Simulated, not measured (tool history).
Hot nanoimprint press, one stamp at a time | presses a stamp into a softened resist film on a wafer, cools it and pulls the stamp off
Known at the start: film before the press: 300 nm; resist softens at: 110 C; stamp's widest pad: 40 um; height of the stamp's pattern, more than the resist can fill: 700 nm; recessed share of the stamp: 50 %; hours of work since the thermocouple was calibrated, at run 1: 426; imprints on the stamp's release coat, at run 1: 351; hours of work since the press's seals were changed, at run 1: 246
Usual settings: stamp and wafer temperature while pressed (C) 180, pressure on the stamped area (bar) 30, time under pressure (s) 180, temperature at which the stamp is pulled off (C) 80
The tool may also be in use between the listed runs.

run,hour,stamp and wafer temperature while pressed (C),pressure on the stamped area (bar),time under pressure (s),temperature at which the stamp is pulled off (C),hours of work since the thermocouple was calibrated,imprints on the stamp's release coat,hours of work since the press's seals were changed,resist left under the stamp's widest pad (Å),greatest force while the stamp is pulled off (N)
1,0,180,30,180,80,426,351,246,1221,166
# hour 31: plate thermocouple calibrated
2,62.1,180,30,180,80,17,565,277,1182,161
3,101.2,180,30,180,80,37,707,298,1188,175
# hour 129.7: stamp cleaned and given a new release coat
4,168.6,184,30,180,80,70,141,331,1009,151
5,232.2,184,30,180,80,104,371,365,1019,155
6,268.9,180,30,180,75,123,503,384,1205,187
7,315.6,180,30,180,75,148,672,409,1197,196
# hour 354.7: stamp cleaned and given a new release coat
8,382.9,180,30,180,80,181,102,442,1200,148
9,428.3,180,29.7,180,80,205,266,466,1209,157
10,467.2,180,29.7,180,80,226,407,486,1233,164
11,529.8,180,30,180,80,259,634,520,1215,170
# hour 579.8: stamp cleaned and given a new release coat
12,590.8,180,42.7,180,80,288,40,549,1015,149
13,624.3,180,42.7,180,80,306,161,567,1018,151
14,659.2,180,42.7,180,80,324,287,585,1015,158
15,690.4,180,42.7,180,80,341,400,602,1022,161
16,741.8,180,23.6,351,80,368,586,629,1114,170
17,785.7,174,23.1,329,73,392,744,652,1490,217
# hour 803.4: stamp cleaned and given a new release coat
18,859,192,23.1,241,79,428,201,688,809,163
# hour 888.4: plate thermocouple calibrated
19,918.9,179,27.8,322,79,16,407,719,1027,164
20,972.9,179,27.8,322,79,45,602,747,1024,163
# hour 1033.8: stamp cleaned and given a new release coat
21,1034.7,179,27.8,322,79,75,3,777,1030,145
22,1088.3,176,27.8,322,79,103,197,805,1193,155
23,1128.3,179,23.5,154,72,124,342,827,1496,188
24,1165.3,180,35.4,228,69,144,476,846,1000,206
25,1219.1,180,35.4,228,71,173,670,875,1006,219
# hour 1260.6: stamp cleaned and given a new release coat
26,1268.2,180,35.4,228,71,196,27,898,1013,187
27,1297.6,187,26.1,115,69,211,133,914,1146,194
28,1361.5,171,39.5,302,88,245,365,948,1295,125
29,1417.8,171,39.5,302,85,275,568,977,1309,150

Forecast each of these 4 alternatives for the next run:
A,1447.6,177,30,180,80,291,676,993,?,?
B,1447.6,169,39.5,275,72,291,676,993,?,?
C,1447.6,180,30,136,80,291,676,993,?,?
D,1447.6,180,43.3,252,82,291,676,993,?,?

run,resist left under the stamp's widest pad (Å),greatest force while the stamp is pulled off (N)
A,1378,173
B,1473,218
C,1360,177
D,897,169
Without the tool's hidden state the same runs would have given:
run,resist left under the stamp's widest pad (Å),greatest force while the stamp is pulled off (N)
A,1300,141
B,1375,179
C,1283,145
D,831,138

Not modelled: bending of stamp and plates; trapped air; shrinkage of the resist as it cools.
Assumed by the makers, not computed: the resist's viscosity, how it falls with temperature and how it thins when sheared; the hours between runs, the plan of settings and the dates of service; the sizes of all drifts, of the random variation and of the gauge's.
